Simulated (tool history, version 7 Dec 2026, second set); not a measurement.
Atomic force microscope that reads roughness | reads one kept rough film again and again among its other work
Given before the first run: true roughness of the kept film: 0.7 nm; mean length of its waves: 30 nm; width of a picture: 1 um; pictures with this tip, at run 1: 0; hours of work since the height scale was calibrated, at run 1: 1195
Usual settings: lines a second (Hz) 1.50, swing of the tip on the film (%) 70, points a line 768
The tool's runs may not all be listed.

run    hour  lines a second (Hz)  swing of the tip on the film (%)  points a line  pictures with this tip  hours of work since the height scale was calibrated  roughness of the kept film (nm (root mean square))
  1     0.0                 1.50                                70            768                       0                                                 1195                                               0.658
  2    65.8                 1.50                                70            768                      52                                                 1227                                               0.645
  3   121.5                 1.50                                70            768                      96                                                 1253                                               0.631
  4   165.2                 1.50                                70            768                     130                                                 1275                                               0.622
      178.1  -- new tip fitted
  5   239.4                 1.50                                70            768                      48                                                 1310                                               0.649
  6   294.6                 1.50                                70            768                      91                                                 1337                                               0.639
  7   336.8                 1.50                                70            768                     125                                                 1357                                               0.629
      350.7  -- new tip fitted
  8   386.3                 1.50                                70            768                      28                                                 1381                                               0.653
  9   460.4                 1.50                                63            768                      86                                                 1417                                               0.646
      527.8  -- new tip fitted
 10   533.8                 1.50                                57            768                       5                                                 1452                                               0.683
 11   620.5                 1.50                                57            768                      73                                                 1494                                               0.658
 12   678.0                 0.92                                70            768                     118                                                 1522                                               0.643
      704.8  -- new tip fitted
 13   719.0                 0.92                                70            768                      11                                                 1542                                               0.671
 14   759.4                 3.93                                70            768                      43                                                 1561                                               0.599
 15   796.8                 1.50                                58            768                      72                                                 1579                                               0.662
 16   839.3                 1.50                                58            768                     106                                                 1600                                               0.656
      879.4  -- new tip fitted
 17   898.6                 1.50                                58            768                      15                                                 1628                                               0.679
 18   967.8                 1.50                                70            768                      69                                                 1662                                               0.638
     1055.7  -- new tip fitted
 19  1056.2                 1.50                                70            768                       1                                                 1704                                               0.658
 20  1091.9                 1.50                                70            768                      29                                                 1722                                               0.654
 21  1154.9                 1.50                                70            768                      78                                                 1752                                               0.642
 22  1224.2                 1.50                                70            768                     133                                                 1786                                               0.626
     1228.5  -- new tip fitted
 23  1282.7                 1.50                                70            768                      42                                                 1814                                               0.648
 24  1339.1                 1.50                                70            768                      87                                                 1841                                               0.641
 25  1396.0                 0.69                                70            768                     131                                                 1869                                               0.656
     1400.9  -- new tip fitted
 26  1437.8                 0.69                                70            768                      29                                                 1889                                               0.672
 27  1508.9                 0.69                                85            768                      85                                                 1923                                               0.632
     1574.5  -- new tip fitted
 28  1576.3                 0.69                                85            768                       2                                                 1955                                               0.667
 29  1635.6                 1.50                                73            768                      48                                                 1984                                               0.645
 30  1698.3                 1.50                                58            771                      97                                                 2014                                               0.660
     1749.4  -- new tip fitted
 31  1759.9                 1.37                                70            768                       9                                                 2044                                               0.665
 32  1822.5                 1.37                                88            579                      58                                                 2074                                               0.603
 33  1877.8                 1.37                                88            579                     101                                                 2101                                               0.595
     1923.3  -- new tip fitted
 34  1954.3                 1.37                                88            579                      24                                                 2138                                               0.612
 35  2015.0                 1.37                                88            579                      72                                                 2167                                               0.604
 36  2065.1                 2.49                                62            768                     111                                                 2191                                               0.638
     2101.5  -- new tip fitted
 37  2139.5                 0.67                                67            561                      29                                                 2227                                               0.682
 38  2196.1                 1.50                                60            768                      74                                                 2255                                               0.663
     2279.3  -- new tip fitted
 39  2281.0                 3.97                                82            971                       1                                                 2295                                               0.546
 40  2320.5                 3.97                                82            971                      32                                                 2314                                               0.540
 41  2403.7                 3.97                                82            426                      98                                                 2355                                               0.519
 42  2445.7                 3.97                                82            426                     131                                                 2375                                               0.512
     2452.8  -- new tip fitted
 43  2515.8                 0.98                                70            380                      50                                                 2409                                               0.661
 44  2602.6                 0.98                                70            380                     118                                                 2451                                               0.644
     2626.4  -- new tip fitted
 45  2679.0                 0.98                                70            380                      42                                                 2487                                               0.663
 46  2740.8                 3.30                                65            354                      90                                                 2517                                               0.618
 47  2795.2                 3.30                                74            799                     133                                                 2544                                               0.578
     2803.6  -- new tip fitted
 48  2857.5                 3.30                                74            799                      43                                                 2574                                               0.593
     2892.2  -- height scale calibrated on a step standard
 49  2909.0                 3.30                                74            799                      82                                                    8                                               0.577

Hidden state or all else? Some run-to-run changes of roughness of the kept film (nm (root mean square)), split into what the settings, what came in and random variation would give without the hidden state, and what is left for the hidden state (with any gauge scatter that isn't in both results):
Hidden state at play: radius of the tip, nm; height scale over the true one, %; drift of the gauge itself on roughness_nm, %.
Run 12 -> 13: new tip fitted. roughness of the kept film (nm (root mean square)) +0.028: hidden state +0.028, all else +0.000.
Run 13 -> 14: lines a second (Hz) 0.92 -> 3.93. roughness of the kept film (nm (root mean square)) -0.072: hidden state -0.008, all else -0.064.
Run 16 -> 17: new tip fitted. roughness of the kept film (nm (root mean square)) +0.023: hidden state +0.025, all else -0.002.
Run 22 -> 23: new tip fitted. roughness of the kept film (nm (root mean square)) +0.022: hidden state +0.025, all else -0.003.
Run 38 -> 39: lines a second (Hz) 1.50 -> 3.97, swing of the tip on the film (%) 60 -> 82, points a line 768 -> 971, new tip fitted. roughness of the kept film (nm (root mean square)) -0.117: hidden state +0.017, all else -0.134.
Run 42 -> 43: lines a second (Hz) 3.97 -> 0.98, swing of the tip on the film (%) 82 -> 70, points a line 426 -> 380, new tip fitted. roughness of the kept film (nm (root mean square)) +0.149: hidden state +0.020, all else +0.129.

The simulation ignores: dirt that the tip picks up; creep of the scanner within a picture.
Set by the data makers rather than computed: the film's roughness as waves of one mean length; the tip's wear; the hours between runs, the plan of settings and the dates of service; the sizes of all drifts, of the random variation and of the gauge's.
